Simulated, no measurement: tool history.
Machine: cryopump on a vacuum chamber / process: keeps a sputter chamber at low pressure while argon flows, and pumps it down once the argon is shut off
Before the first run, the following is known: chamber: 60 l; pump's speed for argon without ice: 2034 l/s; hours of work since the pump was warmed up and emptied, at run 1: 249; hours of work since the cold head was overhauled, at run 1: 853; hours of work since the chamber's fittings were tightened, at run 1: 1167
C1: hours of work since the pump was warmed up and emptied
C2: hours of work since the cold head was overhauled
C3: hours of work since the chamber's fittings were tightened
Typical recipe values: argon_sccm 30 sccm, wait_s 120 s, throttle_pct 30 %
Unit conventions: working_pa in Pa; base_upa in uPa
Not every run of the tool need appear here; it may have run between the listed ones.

run 1 day=0 | argon_sccm=30 wait_s=120 throttle_pct=30 | C1=249 C2=853 C3=1167 | working_pa=0.0878 base_upa=1.05
run 2 day=0.829 | argon_sccm=30 wait_s=120 throttle_pct=30 | C1=265 C2=870 C3=1183 | working_pa=0.0866 base_upa=1.02
run 3 day=2.342 | argon_sccm=30 wait_s=120 throttle_pct=30 | C1=296 C2=901 C3=1214 | working_pa=0.0884 base_upa=1.07
run 4 day=3.208 | argon_sccm=30 wait_s=120 throttle_pct=30 | C1=314 C2=918 C3=1232 | working_pa=0.0882 base_upa=1.14
run 5 day=4.454 | argon_sccm=30 wait_s=120 throttle_pct=30 | C1=339 C2=944 C3=1257 | working_pa=0.0894 base_upa=1.15
run 6 day=6.088 | argon_sccm=13 wait_s=120 throttle_pct=30 | C1=373 C2=977 C3=1291 | working_pa=0.0393 base_upa=1.18
run 7 day=7.45 | argon_sccm=13 wait_s=120 throttle_pct=30 | C1=400 C2=1005 C3=1318 | working_pa=0.039 base_upa=1.23
run 8 day=8.158 | argon_sccm=13 wait_s=120 throttle_pct=30 | C1=415 C2=1019 C3=1333 | working_pa=0.0396 base_upa=1.21
run 9 day=8.95 | argon_sccm=13 wait_s=120 throttle_pct=30 | C1=431 C2=1036 C3=1349 | working_pa=0.0397 base_upa=1.24
run 10 day=10.571 | argon_sccm=13 wait_s=120 throttle_pct=30 | C1=464 C2=1069 C3=1382 | working_pa=0.0398 base_upa=1.3
run 11 day=11.892 | argon_sccm=30 wait_s=120 throttle_pct=30 | C1=491 C2=1096 C3=1409 | working_pa=0.0926 base_upa=1.32
run 12 day=12.879 | argon_sccm=30 wait_s=120 throttle_pct=30 | C1=511 C2=1116 C3=1429 | working_pa=0.0916 base_upa=1.36
run 13 day=13.992 | argon_sccm=30 wait_s=120 throttle_pct=30 | C1=534 C2=1138 C3=1452 | working_pa=0.0942 base_upa=1.42
run 14 day=15.246 | argon_sccm=30 wait_s=120 throttle_pct=26 | C1=559 C2=1164 C3=1478 | working_pa=0.1062 base_upa=1.45
-- day=15.788 pump warmed up, emptied and cooled again
run 15 day=16.983 | argon_sccm=30 wait_s=32 throttle_pct=30 | C1=24 C2=1195 C3=1509 | working_pa=0.0832 base_upa=1.5
run 16 day=18.104 | argon_sccm=30 wait_s=32 throttle_pct=30 | C1=47 C2=1218 C3=1532 | working_pa=0.0851 base_upa=1.48
run 17 day=19.062 | argon_sccm=30 wait_s=32 throttle_pct=30 | C1=67 C2=1238 C3=1551 | working_pa=0.0845 base_upa=1.51
run 18 day=20.167 | argon_sccm=30 wait_s=32 throttle_pct=30 | C1=89 C2=1260 C3=1574 | working_pa=0.0851 base_upa=1.52
run 19 day=21.121 | argon_sccm=31 wait_s=22 throttle_pct=22 | C1=109 C2=1279 C3=1593 | working_pa=0.119 base_upa=1.73
run 20 day=21.858 | argon_sccm=30 wait_s=120 throttle_pct=19 | C1=124 C2=1294 C3=1608 | working_pa=0.1322 base_upa=1.18
run 21 day=22.525 | argon_sccm=30 wait_s=111 throttle_pct=15 | C1=137 C2=1308 C3=1622 | working_pa=0.1689 base_upa=1.22
-- day=22.825 leaking fittings of the chamber tightened, without venting
run 22 day=23.533 | argon_sccm=30 wait_s=111 throttle_pct=15 | C1=156 C2=1327 C3=14 | working_pa=0.1692 base_upa=0.35
run 23 day=25.146 | argon_sccm=30 wait_s=111 throttle_pct=15 | C1=189 C2=1360 C3=47 | working_pa=0.1688 base_upa=0.38
run 24 day=26.504 | argon_sccm=20 wait_s=106 throttle_pct=16 | C1=217 C2=1388 C3=75 | working_pa=0.1075 base_upa=0.44
run 25 day=27.617 | argon_sccm=48 wait_s=28 throttle_pct=51 | C1=239 C2=1410 C3=98 | working_pa=0.084 base_upa=0.84

Run 26 comes next. What will it give?
run 26 day=28.783 | argon_sccm=23 wait_s=115 throttle_pct=18 | C1=263 C2=1434 C3=121 | working_pa=? base_upa=?

For run 26 the tool returned working_pa 0.1074 Pa, base_upa 0.4 uPa.
Without the tool's hidden state the same run would have given working_pa 0.104 Pa, base_upa 0.27 uPa.

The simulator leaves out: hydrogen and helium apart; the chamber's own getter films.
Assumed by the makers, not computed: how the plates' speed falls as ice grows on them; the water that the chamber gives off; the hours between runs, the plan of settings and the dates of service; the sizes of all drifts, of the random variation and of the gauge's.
